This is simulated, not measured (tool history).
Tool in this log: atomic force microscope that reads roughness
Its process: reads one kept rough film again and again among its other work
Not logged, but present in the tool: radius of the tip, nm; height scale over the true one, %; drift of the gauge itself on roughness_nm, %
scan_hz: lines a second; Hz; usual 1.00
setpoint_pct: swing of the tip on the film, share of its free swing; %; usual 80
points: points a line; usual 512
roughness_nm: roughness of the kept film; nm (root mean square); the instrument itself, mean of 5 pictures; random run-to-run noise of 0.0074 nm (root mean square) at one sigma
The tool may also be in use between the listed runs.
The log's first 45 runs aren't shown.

run   hour  scan_hz  setpoint_pct  points  pictures with this tip  hours of work since the height scale was calibrated  roughness_nm
 46  410.2     0.53            80     597                     222                                                  589         1.601
 47  422.9     0.91            63     740                     239                                                  598         1.625
 48  432.3     0.91            63     740                     251                                                  605         1.617
 49  439.2     0.91            63     740                     260                                                  610         1.615
 50  445.0     1.85            78     388                     267                                                  614         1.523
 51  456.5     1.39            58     755                     283                                                  623         1.616
 52  468.7     1.39            80     306                     298                                                  631         1.519
 53  477.1     1.39            80     306                     309                                                  637         1.514

4 ways to go on from here, each from the tool as it stands after run 53. What would each give?
  A  489.1     0.84            84     306                     325                                                  646             ?
  B  489.1     0.68            65     533                     325                                                  646             ?
  C  489.1     1.41            80     847                     325                                                  646             ?
  D  489.1     3.88            80     617                     325                                                  646             ?

run  roughness_nm
  A         1.550
  B         1.635
  C         1.541
  D         1.359
Had the tool no hidden state, the same runs would have come out as:
run  roughness_nm
  A         1.554
  B         1.639
  C         1.545
  D         1.362

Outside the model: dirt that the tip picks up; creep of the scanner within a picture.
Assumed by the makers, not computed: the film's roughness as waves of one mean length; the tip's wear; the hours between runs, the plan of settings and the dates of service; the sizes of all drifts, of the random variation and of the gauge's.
